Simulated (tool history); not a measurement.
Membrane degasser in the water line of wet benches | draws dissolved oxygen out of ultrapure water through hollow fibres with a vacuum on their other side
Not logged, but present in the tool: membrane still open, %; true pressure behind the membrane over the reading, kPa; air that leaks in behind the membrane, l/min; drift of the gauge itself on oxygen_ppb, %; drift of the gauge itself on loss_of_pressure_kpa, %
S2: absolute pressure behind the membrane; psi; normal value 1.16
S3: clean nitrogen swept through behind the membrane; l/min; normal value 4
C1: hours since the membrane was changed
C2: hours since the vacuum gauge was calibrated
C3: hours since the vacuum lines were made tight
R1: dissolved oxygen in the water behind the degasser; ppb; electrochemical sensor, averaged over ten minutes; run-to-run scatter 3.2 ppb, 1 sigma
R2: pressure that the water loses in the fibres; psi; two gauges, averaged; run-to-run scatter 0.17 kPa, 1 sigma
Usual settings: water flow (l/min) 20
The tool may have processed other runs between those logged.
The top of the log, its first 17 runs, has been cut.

{"run": 18, "day": 77.525, "water flow (l/min)": 20, "S2": 1.713, "S3": 2.07, "C1": 6599, "C2": 6319, "C3": 311, "R1": 479.4, "R2": 5.275}
{"run": 19, "day": 84.267, "water flow (l/min)": 20, "S2": 1.713, "S3": 2.07, "C1": 6761, "C2": 6481, "C3": 473, "R1": 469.7, "R2": 5.24}
{"run": 20, "day": 87.558, "water flow (l/min)": 20, "S2": 1.713, "S3": 2.08, "C1": 6840, "C2": 6560, "C3": 552, "R1": 461, "R2": 5.292}
{"run": 21, "day": 92.504, "water flow (l/min)": 26, "S2": 1.83, "S3": 2.71, "C1": 6959, "C2": 6678, "C3": 671, "R1": 568.7, "R2": 6.921}
{"day": 93.625, "done": "vacuum gauge calibrated"}
{"run": 22, "day": 96.396, "water flow (l/min)": 29, "S2": 1.16, "S3": 2.18, "C1": 7052, "C2": 67, "C3": 764, "R1": 555.5, "R2": 7.596}
{"run": 23, "day": 101.354, "water flow (l/min)": 14, "S2": 1.117, "S3": 5.99, "C1": 7171, "C2": 186, "C3": 883, "R1": 221.7, "R2": 3.701}
{"run": 24, "day": 104.358, "water flow (l/min)": 14, "S2": 1.117, "S3": 5.99, "C1": 7243, "C2": 258, "C3": 955, "R1": 219.9, "R2": 3.719}
{"run": 25, "day": 108.596, "water flow (l/min)": 29, "S2": 1.117, "S3": 5.2, "C1": 7344, "C2": 359, "C3": 1056, "R1": 479, "R2": 7.696}
{"run": 26, "day": 111.829, "water flow (l/min)": 31, "S2": 1.117, "S3": 10.26, "C1": 7422, "C2": 437, "C3": 1134, "R1": 485.7, "R2": 8.198}
{"run": 27, "day": 117.667, "water flow (l/min)": 17, "S2": 2.089, "S3": 3.24, "C1": 7562, "C2": 577, "C3": 1274, "R1": 373.1, "R2": 4.474}
{"run": 28, "day": 121.329, "water flow (l/min)": 17, "S2": 2.089, "S3": 6.13, "C1": 7650, "C2": 665, "C3": 1362, "R1": 315.7, "R2": 4.516}
{"run": 29, "day": 126.421, "water flow (l/min)": 17, "S2": 2.089, "S3": 6.13, "C1": 7772, "C2": 787, "C3": 1484, "R1": 313.1, "R2": 4.518}
{"run": 30, "day": 130.283, "water flow (l/min)": 21, "S2": 1.78, "S3": 1.98, "C1": 7865, "C2": 880, "C3": 1577, "R1": 519.7, "R2": 5.59}
{"run": 31, "day": 137.342, "water flow (l/min)": 16, "S2": 0.838, "S3": 3.95, "C1": 8034, "C2": 1049, "C3": 1746, "R1": 256.2, "R2": 4.276}
{"run": 32, "day": 140.896, "water flow (l/min)": 13, "S2": 1.22, "S3": 4, "C1": 8120, "C2": 1135, "C3": 1832, "R1": 219.7, "R2": 3.44}

Consider 3 possible next runs. They are alternatives, not a sequence: every one starts from the tool as it was left by run 32. What does each give?
{"run": "A", "day": 146.079, "water flow (l/min)": 20, "S2": 2.226, "S3": 4, "C1": 8244, "C2": 1259, "C3": 1956, "R1": "?", "R2": "?"}
{"run": "B", "day": 146.079, "water flow (l/min)": 13, "S2": 1.22, "S3": 8.11, "C1": 8244, "C2": 1259, "C3": 1956, "R1": "?", "R2": "?"}
{"run": "C", "day": 146.079, "water flow (l/min)": 24, "S2": 1.16, "S3": 4, "C1": 8244, "C2": 1259, "C3": 1956, "R1": "?", "R2": "?"}

run=A R1=428.7 R2=5.34
run=B R1=196.7 R2=3.475
run=C R1=416.8 R2=6.379
Without the tool's hidden state the same runs would have given:
run=A R1=398.6 R2=5.176
run=B R1=176 R2=3.369
run=C R1=382.4 R2=6.182
